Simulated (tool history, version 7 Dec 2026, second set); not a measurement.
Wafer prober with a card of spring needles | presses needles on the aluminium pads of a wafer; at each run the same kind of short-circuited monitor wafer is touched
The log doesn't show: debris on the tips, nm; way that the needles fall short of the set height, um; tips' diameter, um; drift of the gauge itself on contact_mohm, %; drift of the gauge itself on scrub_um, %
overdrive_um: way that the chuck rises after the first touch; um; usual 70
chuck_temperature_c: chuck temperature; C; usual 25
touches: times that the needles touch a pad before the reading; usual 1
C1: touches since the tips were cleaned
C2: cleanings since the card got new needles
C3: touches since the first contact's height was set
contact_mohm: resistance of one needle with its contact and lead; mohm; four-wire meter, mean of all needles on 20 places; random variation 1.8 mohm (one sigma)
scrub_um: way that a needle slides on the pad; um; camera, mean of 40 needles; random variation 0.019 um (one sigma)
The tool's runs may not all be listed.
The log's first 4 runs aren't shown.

{"run": 5, "hour": 29.6, "overdrive_um": 70, "chuck_temperature_c": 25, "touches": 2, "C1": 4543, "C2": 18, "C3": 193756, "contact_mohm": 286, "scrub_um": 9.32}
{"hour": 40.7, "done": "tips cleaned on abrasive film"}
{"run": 6, "hour": 43.1, "overdrive_um": 70, "chuck_temperature_c": 25, "touches": 2, "C1": 1023, "C2": 19, "C3": 199313, "contact_mohm": 205, "scrub_um": 9.34}
{"run": 7, "hour": 49.4, "overdrive_um": 70, "chuck_temperature_c": 25, "touches": 1, "C1": 3633, "C2": 19, "C3": 201923, "contact_mohm": 266, "scrub_um": 9.35}
{"run": 8, "hour": 58.3, "overdrive_um": 78, "chuck_temperature_c": 25, "touches": 1, "C1": 7331, "C2": 19, "C3": 205621, "contact_mohm": 285, "scrub_um": 10.42}
{"hour": 61.9, "done": "tips cleaned on abrasive film"}
{"run": 9, "hour": 68.7, "overdrive_um": 78, "chuck_temperature_c": 25, "touches": 1, "C1": 2806, "C2": 20, "C3": 209884, "contact_mohm": 237, "scrub_um": 10.39}
{"run": 10, "hour": 82.2, "overdrive_um": 78, "chuck_temperature_c": 25, "touches": 1, "C1": 8401, "C2": 20, "C3": 215479, "contact_mohm": 286, "scrub_um": 10.42}
{"hour": 84.1, "done": "tips cleaned on abrasive film"}
{"run": 11, "hour": 89.2, "overdrive_um": 70, "chuck_temperature_c": 109, "touches": 1, "C1": 2135, "C2": 21, "C3": 218375, "contact_mohm": 250, "scrub_um": 9.3}
{"hour": 91.8, "done": "tips cleaned on abrasive film, once more"}
{"hour": 94.1, "done": "height of the first contact set anew"}
{"run": 12, "hour": 96.8, "overdrive_um": 70, "chuck_temperature_c": 109, "touches": 1, "C1": 1937, "C2": 22, "C3": 1117, "contact_mohm": 242, "scrub_um": 9.59}
{"run": 13, "hour": 108.0, "overdrive_um": 70, "chuck_temperature_c": 80, "touches": 1, "C1": 6613, "C2": 22, "C3": 5793, "contact_mohm": 296, "scrub_um": 9.6}
{"hour": 113.8, "done": "tips cleaned on abrasive film"}
{"run": 14, "hour": 120.8, "overdrive_um": 70, "chuck_temperature_c": 80, "touches": 1, "C1": 2874, "C2": 23, "C3": 11036, "contact_mohm": 263, "scrub_um": 9.59}
{"run": 15, "hour": 126.5, "overdrive_um": 70, "chuck_temperature_c": 25, "touches": 1, "C1": 5272, "C2": 23, "C3": 13434, "contact_mohm": 285, "scrub_um": 9.58}
{"hour": 135.0, "done": "tips cleaned on abrasive film"}
{"run": 16, "hour": 138.0, "overdrive_um": 70, "chuck_temperature_c": 93, "touches": 1, "C1": 1219, "C2": 24, "C3": 18129, "contact_mohm": 232, "scrub_um": 9.58}
{"run": 17, "hour": 149.3, "overdrive_um": 70, "chuck_temperature_c": 93, "touches": 1, "C1": 5913, "C2": 24, "C3": 22823, "contact_mohm": 297, "scrub_um": 9.56}
{"hour": 156.6, "done": "tips cleaned on abrasive film"}
{"run": 18, "hour": 157.7, "overdrive_um": 76, "chuck_temperature_c": 28, "touches": 2, "C1": 488, "C2": 25, "C3": 26301, "contact_mohm": 189, "scrub_um": 10.35}
{"run": 19, "hour": 164.4, "overdrive_um": 65, "chuck_temperature_c": 28, "touches": 2, "C1": 3261, "C2": 25, "C3": 29074, "contact_mohm": 238, "scrub_um": 8.89}
{"hour": 178.0, "done": "tips cleaned on abrasive film"}
{"run": 20, "hour": 178.0, "overdrive_um": 70, "chuck_temperature_c": 25, "touches": 2, "C1": 0, "C2": 26, "C3": 34670, "contact_mohm": 191, "scrub_um": 9.53}
{"run": 21, "hour": 185.4, "overdrive_um": 60, "chuck_temperature_c": 35, "touches": 3, "C1": 3061, "C2": 26, "C3": 37731, "contact_mohm": 226, "scrub_um": 8.19}
{"run": 22, "hour": 195.9, "overdrive_um": 60, "chuck_temperature_c": 27, "touches": 1, "C1": 7428, "C2": 26, "C3": 42098, "contact_mohm": 344, "scrub_um": 8.13}
{"hour": 200.1, "done": "tips cleaned on abrasive film"}
{"run": 23, "hour": 209.7, "overdrive_um": 79, "chuck_temperature_c": 80, "touches": 1, "C1": 4011, "C2": 27, "C3": 47802, "contact_mohm": 257, "scrub_um": 10.75}
{"run": 24, "hour": 217.3, "overdrive_um": 70, "chuck_temperature_c": 123, "touches": 2, "C1": 7155, "C2": 27, "C3": 50946, "contact_mohm": 264, "scrub_um": 9.51}
{"hour": 222.1, "done": "tips cleaned on abrasive film"}
{"run": 25, "hour": 227.3, "overdrive_um": 60, "chuck_temperature_c": 34, "touches": 1, "C1": 2191, "C2": 28, "C3": 55069, "contact_mohm": 268, "scrub_um": 8.11}
{"run": 26, "hour": 238.2, "overdrive_um": 75, "chuck_temperature_c": 26, "touches": 2, "C1": 6715, "C2": 28, "C3": 59593, "contact_mohm": 242, "scrub_um": 10.22}
{"hour": 243.8, "done": "tips cleaned on abrasive film"}
{"run": 27, "hour": 245.7, "overdrive_um": 56, "chuck_temperature_c": 107, "touches": 2, "C1": 801, "C2": 29, "C3": 62661, "contact_mohm": 229, "scrub_um": 7.59}
{"run": 28, "hour": 257.1, "overdrive_um": 56, "chuck_temperature_c": 107, "touches": 2, "C1": 5537, "C2": 29, "C3": 67397, "contact_mohm": 285, "scrub_um": 7.59}

The next listed run, before its measurement:
{"hour": 265.7, "done": "tips cleaned on abrasive film"}
{"run": 29, "hour": 270.1, "overdrive_um": 61, "chuck_temperature_c": 33, "touches": 2, "C1": 1825, "C2": 30, "C3": 72747, "contact_mohm": "?", "scrub_um": "?"}

Run 29 gave contact_mohm 221 mohm, scrub_um 8.20 um.
Without the tool's hidden state the same run would have given contact_mohm 181 mohm, scrub_um 8.30 um.
